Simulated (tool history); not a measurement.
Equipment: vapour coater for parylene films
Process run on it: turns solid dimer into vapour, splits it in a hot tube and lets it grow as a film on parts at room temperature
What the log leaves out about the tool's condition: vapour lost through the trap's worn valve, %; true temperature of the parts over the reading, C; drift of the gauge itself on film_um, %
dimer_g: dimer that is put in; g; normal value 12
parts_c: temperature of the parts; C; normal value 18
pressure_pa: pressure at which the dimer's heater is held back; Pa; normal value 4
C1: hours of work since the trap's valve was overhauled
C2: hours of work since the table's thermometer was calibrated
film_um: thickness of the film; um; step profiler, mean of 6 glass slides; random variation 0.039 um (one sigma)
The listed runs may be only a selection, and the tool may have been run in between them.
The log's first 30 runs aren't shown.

Run 31, hour 920.7: usual settings but dimer_g 9 g, parts_c 10 C, pressure_pa 10.4 Pa; C1 156; C2 1843. Result: film_um 5.1 um.
Run 32, hour 956.7: usual settings; C1 182; C2 1869. Result: film_um 6.45 um.
Run 33, hour 990.9: usual settings but dimer_g 17 g, parts_c 27 C, pressure_pa 2.05 Pa; C1 206; C2 1893. Result: film_um 8.31 um.
Run 34, hour 1014.6: usual settings but dimer_g 6 g, parts_c 27 C, pressure_pa 4.47 Pa; C1 224; C2 1911. Result: film_um 2.7 um.
Run 35, hour 1046.2: usual settings but pressure_pa 9.44 Pa; C1 247; C2 1934. Result: film_um 5.93 um.
Run 36, hour 1067.7: usual settings but dimer_g 15 g, parts_c 24 C, pressure_pa 2.06 Pa; C1 262; C2 1949. Result: film_um 7.83 um.
At hour 1086.6: table's thermometer calibrated.
Run 37, hour 1110.4: usual settings but dimer_g 8 g, parts_c 14 C, pressure_pa 4.96 Pa; C1 292; C2 17. Result: film_um 4.53 um.
At hour 1120.5: trap's valve overhauled.
Run 38, hour 1151.4: usual settings but dimer_g 8 g, parts_c 14 C, pressure_pa 4.96 Pa; C1 22; C2 44. Result: film_um 4.59 um.
Run 39, hour 1180.7: usual settings but dimer_g 7 g; C1 44; C2 65. Result: film_um 3.81 um.
Run 40, hour 1223: usual settings but dimer_g 16 g, parts_c 29 C, pressure_pa 3.77 Pa; C1 74; C2 96. Result: film_um 7.22 um.
Run 41, hour 1254: usual settings but dimer_g 16 g, parts_c 29 C, pressure_pa 3.77 Pa; C1 97; C2 118. Result: film_um 7.18 um.
Run 42, hour 1290.8: usual settings but dimer_g 16 g, parts_c 29 C, pressure_pa 3.77 Pa; C1 123; C2 145. Result: film_um 7.14 um.
Run 43, hour 1315.8: usual settings but dimer_g 16 g, parts_c 29 C, pressure_pa 3.77 Pa; C1 141; C2 163. Result: film_um 7.07 um.
Run 44, hour 1355: usual settings but parts_c 10 C, pressure_pa 4.95 Pa; C1 170; C2 191. Result: film_um 7.35 um.
Run 45, hour 1376.4: usual settings but dimer_g 15 g, parts_c 19 C, pressure_pa 11.96 Pa; C1 185; C2 207. Result: film_um 7.12 um.
Run 46, hour 1399.8: usual settings but dimer_g 9 g, pressure_pa 4.85 Pa; C1 202; C2 224. Result: film_um 4.75 um.
Run 47, hour 1419.3: usual settings but parts_c 21 C, pressure_pa 3.48 Pa; C1 216; C2 238. Result: film_um 6.18 um.
Run 48, hour 1444.9: usual settings but parts_c 21 C, pressure_pa 3.48 Pa; C1 235; C2 257. Result: film_um 6.2 um.

Branching from run 48: 3 alternative next runs. What would each branch give?
Run A, hour 1466.9: usual settings but pressure_pa 2.03 Pa; C1 251; C2 273. Result: film_um ?.
Run B, hour 1466.9: usual settings but dimer_g 11 g, pressure_pa 10.12 Pa; C1 251; C2 273. Result: film_um ?.
Run C, hour 1466.9: usual settings but parts_c 21 C, pressure_pa 3.27 Pa; C1 251; C2 273. Result: film_um ?.

run  film_um
  A     6.89
  B     5.38
  C     6.25
Without the tool's hidden state the same runs would have given:
run  film_um
  A     6.92
  B      5.4
  C     6.27
